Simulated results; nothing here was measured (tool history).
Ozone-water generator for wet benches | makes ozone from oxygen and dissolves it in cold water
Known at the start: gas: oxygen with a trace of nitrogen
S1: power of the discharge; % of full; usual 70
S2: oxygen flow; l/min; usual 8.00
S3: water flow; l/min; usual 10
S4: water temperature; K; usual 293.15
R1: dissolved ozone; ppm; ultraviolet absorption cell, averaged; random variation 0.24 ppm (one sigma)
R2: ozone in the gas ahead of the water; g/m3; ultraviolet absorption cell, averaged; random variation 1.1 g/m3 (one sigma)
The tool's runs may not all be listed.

| run | hour | S1 | S2 | S3 | S4 | R1 | R2 |
|---|---|---|---|---|---|---|---|
| 1 | 0.0 | 70 | 8.00 | 10 | 293.15 | 32.3 | 181.5 |
| 2 | 185.8 | 70 | 8.00 | 10 | 293.15 | 32.1 | 181.2 |
| 3 | 374.6 | 70 | 8.00 | 10 | 293.15 | 31.9 | 179.7 |
| 4 | 493.9 | 70 | 12.21 | 10 | 293.15 | 30.2 | 156.9 |
| 5 | 669.1 | 70 | 12.21 | 10 | 293.15 | 30.3 | 155.7 |
| 6 | 834.8 | 70 | 12.21 | 10 | 289.15 | 33.8 | 153.3 |
| 7 | 975.4 | 47 | 8.00 | 10 | 293.15 | 24.9 | 141.3 |
| 8 | 1191.5 | 47 | 8.00 | 10 | 293.15 | 24.7 | 140.0 |
| 9 | 1335.6 | 47 | 4.09 | 10 | 293.15 | 24.5 | 177.9 |
| 10 | 1529.9 | 70 | 8.00 | 8 | 293.15 | 34.6 | 175.3 |
| 11 | 1744.9 | 70 | 8.00 | 8 | 293.15 | 34.7 | 176.3 |
| 12 | 1858.5 | 70 | 8.00 | 10 | 288.15 | 34.6 | 176.1 |
| 13 | 2031.1 | 49 | 8.00 | 16 | 293.15 | 18.4 | 142.1 |
|  | 2069.1 | contactor cleaned |
| 14 | 2259.6 | 70 | 8.00 | 8 | 292.15 | 35.6 | 174.1 |
| 15 | 2358.7 | 62 | 8.82 | 8 | 292.15 | 32.3 | 156.6 |

4 ways to go on from here, each from the tool as it stands after run 15. What would each give?
| A | 2489.8 | 51 | 8.00 | 10 | 300.15 | ? | ? |
| B | 2489.8 | 94 | 8.82 | 8 | 292.15 | ? | ? |
| C | 2489.8 | 70 | 10.07 | 10 | 297.15 | ? | ? |
| D | 2489.8 | 62 | 8.82 | 8 | 295.15 | ? | ? |

| run | R1 | R2 |
|---|---|---|
| A | 21.8 | 144.1 |
| B | 41.9 | 199.6 |
| C | 27.4 | 161.0 |
| D | 30.1 | 156.6 |
Without the tool's hidden state the same runs would have given:
| run | R1 | R2 |
|---|---|---|
| A | 24.3 | 158.4 |
| B | 48.8 | 229.6 |
| C | 31.3 | 181.1 |
| D | 34.0 | 174.6 |
